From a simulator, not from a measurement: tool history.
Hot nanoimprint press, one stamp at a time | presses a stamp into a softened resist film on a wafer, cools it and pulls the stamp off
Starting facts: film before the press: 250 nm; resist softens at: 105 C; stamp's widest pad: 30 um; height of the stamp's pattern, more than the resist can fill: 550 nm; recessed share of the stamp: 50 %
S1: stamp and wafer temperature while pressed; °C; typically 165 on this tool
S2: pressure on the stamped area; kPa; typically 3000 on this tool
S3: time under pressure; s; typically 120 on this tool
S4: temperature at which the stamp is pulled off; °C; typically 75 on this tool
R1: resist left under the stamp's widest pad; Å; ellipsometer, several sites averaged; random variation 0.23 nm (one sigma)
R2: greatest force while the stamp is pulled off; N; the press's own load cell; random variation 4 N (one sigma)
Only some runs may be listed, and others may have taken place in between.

run 1 day=0.000 | S1=165 S2=3000 S3=120 S4=75 | R1=1059 R2=266
run 2 day=0.829 | S1=165 S2=3000 S3=120 S4=75 | R1=1058 R2=269
run 3 day=1.829 | S1=165 S2=3000 S3=66 S4=75 | R1=1315 R2=269
run 4 day=2.500 | S1=160 S2=3000 S3=120 S4=75 | R1=1331 R2=275
run 5 day=3.342 | S1=160 S2=3000 S3=120 S4=75 | R1=1329 R2=270
run 6 day=4.492 | S1=160 S2=3000 S3=120 S4=75 | R1=1323 R2=283
run 7 day=5.017 | S1=160 S2=3000 S3=120 S4=75 | R1=1323 R2=271
run 8 day=5.767 | S1=160 S2=3000 S3=120 S4=75 | R1=1324 R2=290
run 9 day=6.417 | S1=160 S2=3000 S3=120 S4=64 | R1=1320 R2=326
run 10 day=7.358 | S1=160 S2=3000 S3=120 S4=64 | R1=1317 R2=334
run 11 day=8.100 | S1=160 S2=3000 S3=120 S4=64 | R1=1314 R2=334
run 12 day=8.983 | S1=160 S2=3000 S3=120 S4=64 | R1=1315 R2=336
-- day=9.154 plate thermocouple calibrated
run 13 day=9.804 | S1=160 S2=3000 S3=120 S4=64 | R1=1298 R2=337
run 14 day=10.967 | S1=160 S2=3000 S3=120 S4=64 | R1=1296 R2=354
run 15 day=11.762 | S1=165 S2=3000 S3=120 S4=75 | R1=1024 R2=318
-- day=12.242 plate thermocouple calibrated, once more
run 16 day=12.712 | S1=165 S2=3000 S3=120 S4=64 | R1=1083 R2=372
run 17 day=13.579 | S1=165 S2=3910 S3=120 S4=61 | R1=965 R2=362
run 18 day=14.242 | S1=165 S2=2760 S3=120 S4=75 | R1=1123 R2=319

The next listed run, before its measurement:
-- day=15.254 press's hydraulic seals changed and the load cell set to zero
run 19 day=15.367 | S1=157 S2=2320 S3=118 S4=74 | R1=? R2=?

R1: 1680 Å
R2: 324 N
On a tool with no hidden condition, and with the same random variation, this run would have come out at R1 1692 Å, R2 190 N.
